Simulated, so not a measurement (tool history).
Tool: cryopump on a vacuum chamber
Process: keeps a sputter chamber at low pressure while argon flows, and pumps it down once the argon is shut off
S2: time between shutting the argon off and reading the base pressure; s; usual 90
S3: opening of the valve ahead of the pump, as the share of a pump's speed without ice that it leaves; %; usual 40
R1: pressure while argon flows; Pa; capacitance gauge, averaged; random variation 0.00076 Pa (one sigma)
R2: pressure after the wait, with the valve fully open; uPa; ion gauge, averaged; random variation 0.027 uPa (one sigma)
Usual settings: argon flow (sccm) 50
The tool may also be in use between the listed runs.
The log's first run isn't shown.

{"run": 2, "hour": 70.6, "argon flow (sccm)": 50, "S2": 90, "S3": 40, "R1": 0.1591, "R2": 1.97}
{"run": 3, "hour": 145.3, "argon flow (sccm)": 50, "S2": 50, "S3": 40, "R1": 0.1609, "R2": 2.84}
{"run": 4, "hour": 194.8, "argon flow (sccm)": 50, "S2": 90, "S3": 40, "R1": 0.1625, "R2": 2.06}
{"run": 5, "hour": 255.3, "argon flow (sccm)": 50, "S2": 90, "S3": 40, "R1": 0.1615, "R2": 2.15}
{"run": 6, "hour": 297.3, "argon flow (sccm)": 50, "S2": 90, "S3": 40, "R1": 0.1629, "R2": 2.09}
{"run": 7, "hour": 380.6, "argon flow (sccm)": 50, "S2": 90, "S3": 40, "R1": 0.1653, "R2": 2.19}
{"run": 8, "hour": 429.2, "argon flow (sccm)": 50, "S2": 90, "S3": 40, "R1": 0.1672, "R2": 2.11}
{"run": 9, "hour": 467.9, "argon flow (sccm)": 50, "S2": 90, "S3": 40, "R1": 0.1679, "R2": 2.18}
{"run": 10, "hour": 536.8, "argon flow (sccm)": 50, "S2": 90, "S3": 40, "R1": 0.1699, "R2": 2.16}
{"run": 11, "hour": 592.1, "argon flow (sccm)": 50, "S2": 90, "S3": 40, "R1": 0.1717, "R2": 2.24}
{"hour": 648.1, "done": "pump warmed up, emptied and cooled again"}
{"run": 12, "hour": 666.2, "argon flow (sccm)": 95, "S2": 90, "S3": 40, "R1": 0.2757, "R2": 1.91}
{"run": 13, "hour": 726.2, "argon flow (sccm)": 95, "S2": 90, "S3": 40, "R1": 0.278, "R2": 1.91}
{"run": 14, "hour": 769.8, "argon flow (sccm)": 95, "S2": 90, "S3": 40, "R1": 0.2789, "R2": 2.02}
{"run": 15, "hour": 838.5, "argon flow (sccm)": 36, "S2": 90, "S3": 40, "R1": 0.1067, "R2": 2.03}
{"run": 16, "hour": 876.9, "argon flow (sccm)": 36, "S2": 90, "S3": 48, "R1": 0.0895, "R2": 1.88}
{"run": 17, "hour": 947.3, "argon flow (sccm)": 36, "S2": 90, "S3": 48, "R1": 0.0901, "R2": 1.98}
{"run": 18, "hour": 1004.2, "argon flow (sccm)": 93, "S2": 34, "S3": 20, "R1": 0.5505, "R2": 3.6}
{"run": 19, "hour": 1073.0, "argon flow (sccm)": 50, "S2": 262, "S3": 40, "R1": 0.152, "R2": 1.44}

Forecast run 20:
{"run": 20, "hour": 1127.6, "argon flow (sccm)": 40, "S2": 39, "S3": 42, "R1": "?", "R2": "?"}

R1: 0.1174 Pa
R2: 3.36 uPa
Without the tool's hidden state the same run would have given R1 0.1106 Pa, R2 2.46 uPa.
